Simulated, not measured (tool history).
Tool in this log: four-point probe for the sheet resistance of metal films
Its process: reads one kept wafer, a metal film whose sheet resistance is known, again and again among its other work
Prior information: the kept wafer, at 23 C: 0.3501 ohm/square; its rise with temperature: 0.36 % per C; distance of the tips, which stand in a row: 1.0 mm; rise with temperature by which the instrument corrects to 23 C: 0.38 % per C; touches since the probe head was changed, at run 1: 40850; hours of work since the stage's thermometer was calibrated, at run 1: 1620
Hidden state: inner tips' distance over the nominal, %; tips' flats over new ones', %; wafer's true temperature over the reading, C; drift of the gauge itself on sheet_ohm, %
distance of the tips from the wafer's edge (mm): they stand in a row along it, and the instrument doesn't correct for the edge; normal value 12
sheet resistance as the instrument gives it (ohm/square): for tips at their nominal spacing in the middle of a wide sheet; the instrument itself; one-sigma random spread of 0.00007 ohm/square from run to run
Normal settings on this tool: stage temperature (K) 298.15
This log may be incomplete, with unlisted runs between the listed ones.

run,hour,stage temperature (K),distance of the tips from the wafer's edge (mm),touches since the probe head was changed,hours of work since the stage's thermometer was calibrated,sheet resistance as the instrument gives it (ohm/square)
1,0,298.15,12,40850,1620,0.352773
2,53.6,298.15,12,41982,1646,0.352714
3,79.2,298.15,12,42521,1659,0.3527
4,105.7,298.15,6,43081,1672,0.356477
5,134.7,298.15,4,43694,1686,0.362587
6,166.8,298.15,4,44370,1701,0.362667
7,208.2,298.15,4,45245,1722,0.362645
8,235.7,292.15,12,45825,1735,0.352932
9,263.7,292.15,12,46416,1749,0.352994
10,293.8,298.15,12,47052,1764,0.352586
11,316.3,298.15,12,47525,1775,0.352556
12,353.8,305.15,23,48316,1793,0.351197
# hour 357.5: stage's thermometer calibrated
13,384.4,295.15,12,48953,13,0.351941
14,414.5,296.15,5,49587,28,0.358141
15,439,296.15,5,50105,40,0.357991
16,478.5,296.15,12,50939,59,0.351917
17,530.5,298.15,51,52036,85,0.350527
18,570.6,298.15,51,52882,104,0.350485
19,604.9,296.15,19,53605,121,0.351091
20,630.3,295.15,7,54141,133,0.354426
21,661.8,304.15,4,54806,149,0.361456

3 options for the next run, each taken on its own from the tool as it stands now. Forecast them:
A,711.7,300.15,26,55858,173,?
B,711.7,292.15,21,55858,173,?
C,711.7,300.15,74,55858,173,?

run,sheet resistance as the instrument gives it (ohm/square)
A,0.350477
B,0.351216
C,0.350215
Stripped of hidden state, with their random variation kept, the same runs would have yielded:
run,sheet resistance as the instrument gives it (ohm/square)
A,0.350107
B,0.350843
C,0.349845
